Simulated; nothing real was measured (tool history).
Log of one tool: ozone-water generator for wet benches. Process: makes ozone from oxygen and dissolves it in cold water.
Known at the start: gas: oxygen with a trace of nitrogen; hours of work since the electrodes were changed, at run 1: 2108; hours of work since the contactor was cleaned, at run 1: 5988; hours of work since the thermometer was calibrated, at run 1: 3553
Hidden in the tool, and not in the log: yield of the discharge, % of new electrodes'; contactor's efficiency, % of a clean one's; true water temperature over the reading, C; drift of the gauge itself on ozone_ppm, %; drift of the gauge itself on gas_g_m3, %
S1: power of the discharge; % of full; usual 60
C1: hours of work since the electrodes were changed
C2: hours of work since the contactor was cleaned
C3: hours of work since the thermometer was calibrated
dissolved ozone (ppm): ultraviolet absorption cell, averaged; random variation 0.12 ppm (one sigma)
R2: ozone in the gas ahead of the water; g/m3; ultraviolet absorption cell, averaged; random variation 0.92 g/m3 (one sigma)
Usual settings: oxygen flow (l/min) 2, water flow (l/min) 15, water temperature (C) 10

run 1 day=0 | S1=60 oxygen_flow_(l/min)=2 water_flow_(l/min)=15 water_temperature_(C)=10 | C1=2108 C2=5988 C3=3553 | dissolved_ozone_(ppm)=11.9 R2=153.5
run 2 day=2.688 | S1=60 oxygen_flow_(l/min)=2 water_flow_(l/min)=15 water_temperature_(C)=10 | C1=2153 C2=6032 C3=3597 | dissolved_ozone_(ppm)=11.8 R2=153.9
run 3 day=5.425 | S1=60 oxygen_flow_(l/min)=2 water_flow_(l/min)=15 water_temperature_(C)=10 | C1=2198 C2=6077 C3=3643 | dissolved_ozone_(ppm)=12 R2=154.6
run 4 day=8.492 | S1=60 oxygen_flow_(l/min)=2 water_flow_(l/min)=15 water_temperature_(C)=10 | C1=2248 C2=6128 C3=3693 | dissolved_ozone_(ppm)=12 R2=153
run 5 day=11.788 | S1=94 oxygen_flow_(l/min)=2 water_flow_(l/min)=15 water_temperature_(C)=10 | C1=2303 C2=6182 C3=3748 | dissolved_ozone_(ppm)=15.4 R2=202.1
run 6 day=14.121 | S1=59 oxygen_flow_(l/min)=2 water_flow_(l/min)=15 water_temperature_(C)=10 | C1=2342 C2=6221 C3=3786 | dissolved_ozone_(ppm)=11.5 R2=153.1
run 7 day=15.912 | S1=59 oxygen_flow_(l/min)=2 water_flow_(l/min)=15 water_temperature_(C)=10 | C1=2371 C2=6251 C3=3816 | dissolved_ozone_(ppm)=11.7 R2=154.1
run 8 day=18.079 | S1=59 oxygen_flow_(l/min)=3.28 water_flow_(l/min)=15 water_temperature_(C)=10 | C1=2407 C2=6286 C3=3852 | dissolved_ozone_(ppm)=14.2 R2=130
run 9 day=22.175 | S1=63 oxygen_flow_(l/min)=2 water_flow_(l/min)=15 water_temperature_(C)=10 | C1=2475 C2=6354 C3=3919 | dissolved_ozone_(ppm)=12.2 R2=160.3
run 10 day=24.842 | S1=88 oxygen_flow_(l/min)=2 water_flow_(l/min)=15 water_temperature_(C)=10 | C1=2519 C2=6398 C3=3964 | dissolved_ozone_(ppm)=14.9 R2=193.7
run 11 day=27.388 | S1=60 oxygen_flow_(l/min)=2 water_flow_(l/min)=11 water_temperature_(C)=10 | C1=2561 C2=6440 C3=4006 | dissolved_ozone_(ppm)=16.1 R2=153.7
run 12 day=30.162 | S1=60 oxygen_flow_(l/min)=2 water_flow_(l/min)=15 water_temperature_(C)=10 | C1=2607 C2=6486 C3=4052 | dissolved_ozone_(ppm)=11.8 R2=155.1
run 13 day=33.688 | S1=60 oxygen_flow_(l/min)=3.01 water_flow_(l/min)=15 water_temperature_(C)=10 | C1=2665 C2=6544 C3=4110 | dissolved_ozone_(ppm)=13.8 R2=135.9
run 14 day=36.112 | S1=65 oxygen_flow_(l/min)=2.67 water_flow_(l/min)=17 water_temperature_(C)=11 | C1=2705 C2=6584 C3=4150 | dissolved_ozone_(ppm)=12.4 R2=148.7
run 15 day=38.5 | S1=56 oxygen_flow_(l/min)=1.87 water_flow_(l/min)=15 water_temperature_(C)=10 | C1=2745 C2=6624 C3=4189 | dissolved_ozone_(ppm)=10.8 R2=152.2
run 16 day=40.254 | S1=60 oxygen_flow_(l/min)=3.1 water_flow_(l/min)=15 water_temperature_(C)=13 | C1=2774 C2=6653 C3=4218 | dissolved_ozone_(ppm)=13.6 R2=136.3
run 17 day=43.604 | S1=60 oxygen_flow_(l/min)=3.1 water_flow_(l/min)=15 water_temperature_(C)=13 | C1=2829 C2=6708 C3=4274 | dissolved_ozone_(ppm)=13.6 R2=133.8
run 18 day=46.925 | S1=60 oxygen_flow_(l/min)=3.1 water_flow_(l/min)=15 water_temperature_(C)=13 | C1=2884 C2=6763 C3=4329 | dissolved_ozone_(ppm)=13.4 R2=134
run 19 day=48.779 | S1=60 oxygen_flow_(l/min)=3.1 water_flow_(l/min)=15 water_temperature_(C)=13 | C1=2914 C2=6794 C3=4359 | dissolved_ozone_(ppm)=13.5 R2=135.4
run 20 day=51.638 | S1=60 oxygen_flow_(l/min)=3.1 water_flow_(l/min)=15 water_temperature_(C)=10 | C1=2962 C2=6841 C3=4406 | dissolved_ozone_(ppm)=13.7 R2=137.1
run 21 day=53.412 | S1=43 oxygen_flow_(l/min)=1.01 water_flow_(l/min)=21 water_temperature_(C)=16 | C1=2991 C2=6870 C3=4436 | dissolved_ozone_(ppm)=4.7 R2=162.1
run 22 day=56.608 | S1=43 oxygen_flow_(l/min)=1.01 water_flow_(l/min)=21 water_temperature_(C)=16 | C1=3044 C2=6923 C3=4489 | dissolved_ozone_(ppm)=4.8 R2=162.2
run 23 day=59.379 | S1=43 oxygen_flow_(l/min)=1.01 water_flow_(l/min)=21 water_temperature_(C)=16 | C1=3090 C2=6969 C3=4534 | dissolved_ozone_(ppm)=4.6 R2=161

Forecast each of these 5 alternatives for the next run:
run A day=61.888 | S1=92 oxygen_flow_(l/min)=2.8 water_flow_(l/min)=12 water_temperature_(C)=16 | C1=3131 C2=7011 C3=4576 | dissolved_ozone_(ppm)=? R2=?
run B day=61.888 | S1=66 oxygen_flow_(l/min)=2 water_flow_(l/min)=11 water_temperature_(C)=10 | C1=3131 C2=7011 C3=4576 | dissolved_ozone_(ppm)=? R2=?
run C day=61.888 | S1=88 oxygen_flow_(l/min)=2 water_flow_(l/min)=15 water_temperature_(C)=13 | C1=3131 C2=7011 C3=4576 | dissolved_ozone_(ppm)=? R2=?
run D day=61.888 | S1=41 oxygen_flow_(l/min)=2 water_flow_(l/min)=21 water_temperature_(C)=10 | C1=3131 C2=7011 C3=4576 | dissolved_ozone_(ppm)=? R2=?
run E day=61.888 | S1=83 oxygen_flow_(l/min)=1.01 water_flow_(l/min)=21 water_temperature_(C)=16 | C1=3131 C2=7011 C3=4576 | dissolved_ozone_(ppm)=? R2=?

run=A dissolved_ozone_(ppm)=19.7 R2=179.5
run=B dissolved_ozone_(ppm)=16.8 R2=165.1
run=C dissolved_ozone_(ppm)=14.4 R2=196.8
run=D dissolved_ozone_(ppm)=6.7 R2=125.9
run=E dissolved_ozone_(ppm)=6.7 R2=238.9
Without the tool's hidden state the same runs would have given:
run=A dissolved_ozone_(ppm)=19.7 R2=176.5
run=B dissolved_ozone_(ppm)=16.8 R2=162.3
run=C dissolved_ozone_(ppm)=14.4 R2=193.5
run=D dissolved_ozone_(ppm)=6.7 R2=123.8
run=E dissolved_ozone_(ppm)=6.7 R2=234.9
